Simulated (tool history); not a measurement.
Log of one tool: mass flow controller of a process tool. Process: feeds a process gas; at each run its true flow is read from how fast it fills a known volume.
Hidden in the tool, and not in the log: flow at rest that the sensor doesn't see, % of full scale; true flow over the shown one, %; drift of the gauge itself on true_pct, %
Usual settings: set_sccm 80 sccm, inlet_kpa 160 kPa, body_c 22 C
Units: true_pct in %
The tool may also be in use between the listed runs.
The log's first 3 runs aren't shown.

| run | day | set_sccm | inlet_kpa | body_c | hours of work since the controller was set to zero | hours of work since the controller was changed | true_pct |
|---|---|---|---|---|---|---|---|
| 4 | 27.254 | 80 | 160 | 22 | 4485 | 4485 | 97.92 |
| 5 | 33.367 | 80 | 160 | 22 | 4585 | 4585 | 97.89 |
| 6 | 42.771 | 80 | 160 | 22 | 4739 | 4739 | 97.94 |
| 7 | 50.592 | 80 | 160 | 35 | 4868 | 4868 | 99.11 |
| 8 | 58.404 | 80 | 160 | 35 | 4996 | 4996 | 99.00 |
| 9 | 67.925 | 80 | 160 | 35 | 5152 | 5152 | 98.89 |
| 10 | 76.262 | 80 | 160 | 35 | 5289 | 5289 | 98.97 |
| 11 | 81.108 | 80 | 247 | 22 | 5369 | 5369 | 97.00 |
| 12 | 90.892 | 11 | 160 | 22 | 5529 | 5529 | 87.47 |
| 13 | 100.346 | 11 | 160 | 22 | 5685 | 5685 | 87.09 |
|  | 108.688 | controller's zero set anew |
| 14 | 109.342 | 40 | 160 | 22 | 11 | 5832 | 98.60 |
| 15 | 114.492 | 40 | 160 | 22 | 95 | 5917 | 98.66 |
| 16 | 126.062 | 40 | 160 | 22 | 285 | 6107 | 98.53 |
| 17 | 134.508 | 40 | 160 | 22 | 424 | 6245 | 98.46 |
| 18 | 142.633 | 27 | 160 | 22 | 557 | 6379 | 98.09 |
| 19 | 147.312 | 27 | 160 | 22 | 634 | 6456 | 97.89 |
| 20 | 156.925 | 27 | 160 | 22 | 792 | 6613 | 97.74 |
| 21 | 165.988 | 29 | 160 | 22 | 941 | 6762 | 97.76 |
| 22 | 175.792 | 29 | 160 | 22 | 1102 | 6923 | 97.71 |
| 23 | 183.846 | 29 | 160 | 22 | 1234 | 7055 | 97.47 |

Run 24 comes next. What will it give?
| 24 | 188.808 | 78 | 160 | 23 | 1316 | 7137 | ? |

true_pct: 98.43 %
Without the tool's hidden state the same run would have given true_pct 99.99 %.
